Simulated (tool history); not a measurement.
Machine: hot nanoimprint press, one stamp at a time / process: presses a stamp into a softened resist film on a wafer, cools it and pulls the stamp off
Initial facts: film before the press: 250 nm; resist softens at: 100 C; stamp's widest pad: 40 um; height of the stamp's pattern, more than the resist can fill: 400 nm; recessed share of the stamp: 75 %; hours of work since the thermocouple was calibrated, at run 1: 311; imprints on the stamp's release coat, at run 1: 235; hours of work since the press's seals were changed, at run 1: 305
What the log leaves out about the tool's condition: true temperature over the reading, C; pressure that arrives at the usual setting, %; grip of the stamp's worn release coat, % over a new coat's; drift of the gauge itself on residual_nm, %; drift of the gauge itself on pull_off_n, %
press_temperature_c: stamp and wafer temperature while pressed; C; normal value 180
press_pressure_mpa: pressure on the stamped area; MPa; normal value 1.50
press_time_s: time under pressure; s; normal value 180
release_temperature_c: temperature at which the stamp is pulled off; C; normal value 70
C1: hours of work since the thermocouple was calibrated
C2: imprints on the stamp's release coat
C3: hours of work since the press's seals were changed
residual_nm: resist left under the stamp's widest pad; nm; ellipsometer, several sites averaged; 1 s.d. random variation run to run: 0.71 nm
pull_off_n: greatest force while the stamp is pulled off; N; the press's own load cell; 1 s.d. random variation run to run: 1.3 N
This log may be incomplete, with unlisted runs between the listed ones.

{"run": 1, "hour": 0.0, "press_temperature_c": 180, "press_pressure_mpa": 1.5, "press_time_s": 180, "release_temperature_c": 70, "C1": 311, "C2": 235, "C3": 305, "residual_nm": 146.0, "pull_off_n": 217}
{"run": 2, "hour": 20.4, "press_temperature_c": 180, "press_pressure_mpa": 1.05, "press_time_s": 180, "release_temperature_c": 70, "C1": 325, "C2": 338, "C3": 319, "residual_nm": 173.6, "pull_off_n": 217}
{"run": 3, "hour": 45.5, "press_temperature_c": 180, "press_pressure_mpa": 1.05, "press_time_s": 180, "release_temperature_c": 70, "C1": 343, "C2": 463, "C3": 337, "residual_nm": 171.5, "pull_off_n": 224}
{"run": 4, "hour": 68.4, "press_temperature_c": 185, "press_pressure_mpa": 1.05, "press_time_s": 180, "release_temperature_c": 70, "C1": 359, "C2": 578, "C3": 353, "residual_nm": 154.4, "pull_off_n": 225}
{"run": 5, "hour": 89.0, "press_temperature_c": 185, "press_pressure_mpa": 1.2, "press_time_s": 180, "release_temperature_c": 70, "C1": 374, "C2": 682, "C3": 368, "residual_nm": 144.8, "pull_off_n": 228}
{"hour": 111.0, "done": "stamp cleaned and given a new release coat"}
{"run": 6, "hour": 113.9, "press_temperature_c": 185, "press_pressure_mpa": 1.2, "press_time_s": 180, "release_temperature_c": 70, "C1": 388, "C2": 15, "C3": 382, "residual_nm": 145.9, "pull_off_n": 212}
{"run": 7, "hour": 130.6, "press_temperature_c": 192, "press_pressure_mpa": 1.5, "press_time_s": 180, "release_temperature_c": 70, "C1": 400, "C2": 98, "C3": 394, "residual_nm": 107.2, "pull_off_n": 212}
{"run": 8, "hour": 146.3, "press_temperature_c": 181, "press_pressure_mpa": 1.5, "press_time_s": 180, "release_temperature_c": 70, "C1": 411, "C2": 177, "C3": 405, "residual_nm": 144.0, "pull_off_n": 214}
{"run": 9, "hour": 158.4, "press_temperature_c": 191, "press_pressure_mpa": 1.5, "press_time_s": 180, "release_temperature_c": 70, "C1": 419, "C2": 238, "C3": 413, "residual_nm": 109.2, "pull_off_n": 216}
{"run": 10, "hour": 174.9, "press_temperature_c": 180, "press_pressure_mpa": 1.5, "press_time_s": 131, "release_temperature_c": 59, "C1": 431, "C2": 321, "C3": 425, "residual_nm": 162.1, "pull_off_n": 239}
{"run": 11, "hour": 195.7, "press_temperature_c": 180, "press_pressure_mpa": 1.5, "press_time_s": 131, "release_temperature_c": 59, "C1": 446, "C2": 425, "C3": 440, "residual_nm": 162.2, "pull_off_n": 244}
{"run": 12, "hour": 207.8, "press_temperature_c": 180, "press_pressure_mpa": 1.5, "press_time_s": 131, "release_temperature_c": 59, "C1": 455, "C2": 486, "C3": 449, "residual_nm": 160.2, "pull_off_n": 246}
{"run": 13, "hour": 230.0, "press_temperature_c": 180, "press_pressure_mpa": 1.76, "press_time_s": 131, "release_temperature_c": 59, "C1": 470, "C2": 597, "C3": 464, "residual_nm": 151.6, "pull_off_n": 248}
{"run": 14, "hour": 251.1, "press_temperature_c": 183, "press_pressure_mpa": 1.09, "press_time_s": 140, "release_temperature_c": 74, "C1": 485, "C2": 704, "C3": 479, "residual_nm": 171.5, "pull_off_n": 220}
{"hour": 267.8, "done": "stamp cleaned and given a new release coat"}
{"run": 15, "hour": 275.7, "press_temperature_c": 183, "press_pressure_mpa": 0.99, "press_time_s": 140, "release_temperature_c": 77, "C1": 499, "C2": 40, "C3": 493, "residual_nm": 178.5, "pull_off_n": 199}
{"run": 16, "hour": 291.9, "press_temperature_c": 183, "press_pressure_mpa": 0.99, "press_time_s": 140, "release_temperature_c": 77, "C1": 510, "C2": 121, "C3": 504, "residual_nm": 177.9, "pull_off_n": 200}
{"hour": 300.1, "done": "plate thermocouple calibrated"}
{"run": 17, "hour": 313.4, "press_temperature_c": 183, "press_pressure_mpa": 2.25, "press_time_s": 140, "release_temperature_c": 77, "C1": 10, "C2": 214, "C3": 517, "residual_nm": 114.7, "pull_off_n": 199}
{"run": 18, "hour": 331.8, "press_temperature_c": 183, "press_pressure_mpa": 1.61, "press_time_s": 218, "release_temperature_c": 77, "C1": 23, "C2": 306, "C3": 531, "residual_nm": 119.9, "pull_off_n": 201}

Some steps in residual_nm, run to run, broken into two amounts with sign: the step expected even without the hidden condition (settings, incoming material, random variation), and the rest, left for the hidden condition together with whatever gauge scatter is not in both the measured and the hidden-condition-free result:
Run 16 -> 17: press_pressure_mpa 0.99 -> 2.25, plate thermocouple calibrated. residual_nm -63.2 nm: hidden state -6.0, all else -57.2.
